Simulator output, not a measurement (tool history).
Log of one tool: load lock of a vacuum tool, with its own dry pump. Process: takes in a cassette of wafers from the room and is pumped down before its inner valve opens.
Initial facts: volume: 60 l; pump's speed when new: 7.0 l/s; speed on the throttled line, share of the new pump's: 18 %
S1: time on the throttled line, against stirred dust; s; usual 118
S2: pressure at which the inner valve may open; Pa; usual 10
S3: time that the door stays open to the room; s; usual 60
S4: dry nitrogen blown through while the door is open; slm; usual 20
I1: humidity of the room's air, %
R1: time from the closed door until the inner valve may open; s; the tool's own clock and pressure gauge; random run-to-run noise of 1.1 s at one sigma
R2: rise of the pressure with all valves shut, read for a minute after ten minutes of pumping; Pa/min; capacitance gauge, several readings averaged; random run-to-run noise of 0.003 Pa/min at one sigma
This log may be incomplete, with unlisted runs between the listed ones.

{"run": 1, "hour": 0.0, "S1": 118, "S2": 10, "S3": 60, "S4": 20, "I1": 47.1, "R1": 180.8, "R2": 0.04}
{"run": 2, "hour": 292.2, "S1": 210, "S2": 10, "S3": 60, "S4": 20, "I1": 43.8, "R1": 256.1, "R2": 0.04}
{"run": 3, "hour": 784.7, "S1": 210, "S2": 10, "S3": 60, "S4": 20, "I1": 46.2, "R1": 256.8, "R2": 0.042}
{"run": 4, "hour": 1271.5, "S1": 118, "S2": 10, "S3": 60, "S4": 20, "I1": 43.7, "R1": 182.5, "R2": 0.04}
{"run": 5, "hour": 1797.8, "S1": 118, "S2": 10, "S3": 60, "S4": 20, "I1": 43.4, "R1": 183.5, "R2": 0.041}
{"run": 6, "hour": 2173.9, "S1": 118, "S2": 10, "S3": 60, "S4": 20, "I1": 46.3, "R1": 182.8, "R2": 0.046}
{"run": 7, "hour": 2528.1, "S1": 118, "S2": 10, "S3": 60, "S4": 20, "I1": 50.6, "R1": 183.4, "R2": 0.053}
{"run": 8, "hour": 2900.9, "S1": 118, "S2": 10, "S3": 60, "S4": 20, "I1": 48.6, "R1": 182.9, "R2": 0.057}
{"run": 9, "hour": 3499.6, "S1": 118, "S2": 10, "S3": 60, "S4": 20, "I1": 49.2, "R1": 185.1, "R2": 0.057}
{"run": 10, "hour": 3976.5, "S1": 201, "S2": 10, "S3": 60, "S4": 20, "I1": 43.9, "R1": 249.7, "R2": 0.059}
{"run": 11, "hour": 4610.1, "S1": 154, "S2": 10, "S3": 60, "S4": 20, "I1": 47.8, "R1": 213.7, "R2": 0.07}
{"run": 12, "hour": 4936.7, "S1": 154, "S2": 10, "S3": 60, "S4": 20, "I1": 41.9, "R1": 215.9, "R2": 0.062}
{"run": 13, "hour": 5223.5, "S1": 118, "S2": 10, "S3": 60, "S4": 20, "I1": 44.0, "R1": 187.2, "R2": 0.07}
{"run": 14, "hour": 5705.0, "S1": 207, "S2": 10, "S3": 60, "S4": 20, "I1": 47.4, "R1": 258.1, "R2": 0.072}
{"run": 15, "hour": 6066.0, "S1": 207, "S2": 10, "S3": 135, "S4": 20, "I1": 43.0, "R1": 258.0, "R2": 0.081}
{"run": 16, "hour": 6349.6, "S1": 118, "S2": 10, "S3": 169, "S4": 20, "I1": 46.7, "R1": 185.8, "R2": 0.099}
{"run": 17, "hour": 6650.1, "S1": 118, "S2": 10, "S3": 228, "S4": 20, "I1": 41.9, "R1": 189.0, "R2": 0.089}
{"run": 18, "hour": 7218.5, "S1": 118, "S2": 10, "S3": 228, "S4": 20, "I1": 49.8, "R1": 186.8, "R2": 0.114}
{"run": 19, "hour": 7639.9, "S1": 170, "S2": 9, "S3": 44, "S4": 5, "I1": 48.1, "R1": 231.4, "R2": 0.099}
{"run": 20, "hour": 8011.4, "S1": 208, "S2": 7, "S3": 60, "S4": 20, "I1": 44.8, "R1": 262.4, "R2": 0.084}
{"run": 21, "hour": 8625.4, "S1": 208, "S2": 7, "S3": 60, "S4": 20, "I1": 46.8, "R1": 264.1, "R2": 0.099}
{"run": 22, "hour": 9176.5, "S1": 232, "S2": 10, "S3": 60, "S4": 27, "I1": 49.5, "R1": 280.6, "R2": 0.094}
{"run": 23, "hour": 9463.0, "S1": 232, "S2": 10, "S3": 60, "S4": 27, "I1": 45.7, "R1": 275.6, "R2": 0.096}
{"run": 24, "hour": 10067.5, "S1": 232, "S2": 10, "S3": 38, "S4": 27, "I1": 43.4, "R1": 279.6, "R2": 0.095}
{"run": 25, "hour": 10578.8, "S1": 84, "S2": 14, "S3": 96, "S4": 17, "I1": 46.5, "R1": 159.3, "R2": 0.124}
{"run": 26, "hour": 11145.1, "S1": 84, "S2": 14, "S3": 96, "S4": 17, "I1": 43.6, "R1": 161.7, "R2": 0.128}
{"run": 27, "hour": 11754.3, "S1": 208, "S2": 10, "S3": 45, "S4": 20, "I1": 42.8, "R1": 260.7, "R2": 0.122}
{"run": 28, "hour": 12049.5, "S1": 77, "S2": 9, "S3": 111, "S4": 4, "I1": 46.4, "R1": 162.0, "R2": 0.16}
{"run": 29, "hour": 12332.2, "S1": 77, "S2": 9, "S3": 111, "S4": 4, "I1": 48.6, "R1": 161.6, "R2": 0.171}
{"run": 30, "hour": 12627.4, "S1": 118, "S2": 10, "S3": 60, "S4": 5, "I1": 44.3, "R1": 194.1, "R2": 0.143}
{"run": 31, "hour": 13199.3, "S1": 63, "S2": 10, "S3": 67, "S4": 5, "I1": 41.8, "R1": 150.1, "R2": 0.151}
{"hour": 13707.6, "done": "dry pump taken out, an overhauled one fitted"}
{"run": 32, "hour": 13751.5, "S1": 63, "S2": 13, "S3": 67, "S4": 41, "I1": 45.1, "R1": 128.8, "R2": 0.132}
{"run": 33, "hour": 14167.1, "S1": 118, "S2": 10, "S3": 121, "S4": 4, "I1": 43.6, "R1": 176.7, "R2": 0.186}
{"run": 34, "hour": 14556.5, "S1": 142, "S2": 9, "S3": 118, "S4": 42, "I1": 45.1, "R1": 198.3, "R2": 0.149}
{"run": 35, "hour": 14869.8, "S1": 118, "S2": 10, "S3": 60, "S4": 29, "I1": 44.0, "R1": 177.1, "R2": 0.153}
{"run": 36, "hour": 15395.4, "S1": 190, "S2": 10, "S3": 50, "S4": 6, "I1": 45.5, "R1": 236.9, "R2": 0.178}

A few steps of R1 between consecutive runs. Split each: what settings, incoming material and random variation would produce without the hidden state, and what is left over for the hidden state, along with gauge scatter present in only one of the two compared results (measured, and without hidden state):
What the log doesn't record here: pump's speed, % of a new pump's; leak at the door's seal, Pa l/s; drift of the gauge itself on ready_s, %; drift of the gauge itself on rise_pa_min, %.
Run 24 -> 25: S1 232 -> 84, S2 10 -> 14, S3 38 -> 96, S4 27 -> 17. R1 -120.3 s: hidden state +5.3, all else -125.6.
Run 26 -> 27: S1 84 -> 208, S2 14 -> 10, S3 96 -> 45, S4 17 -> 20. R1 +99.0 s: hidden state -3.9, all else +102.9.
Run 27 -> 28: S1 208 -> 77, S2 10 -> 9, S3 45 -> 111, S4 20 -> 4. R1 -98.7 s: hidden state +6.3, all else -105.0.
Run 31 -> 32: S2 10 -> 13, S4 5 -> 41, dry pump taken out, an overhauled one fitted. R1 -21.3 s: hidden state -18.9, all else -2.4.

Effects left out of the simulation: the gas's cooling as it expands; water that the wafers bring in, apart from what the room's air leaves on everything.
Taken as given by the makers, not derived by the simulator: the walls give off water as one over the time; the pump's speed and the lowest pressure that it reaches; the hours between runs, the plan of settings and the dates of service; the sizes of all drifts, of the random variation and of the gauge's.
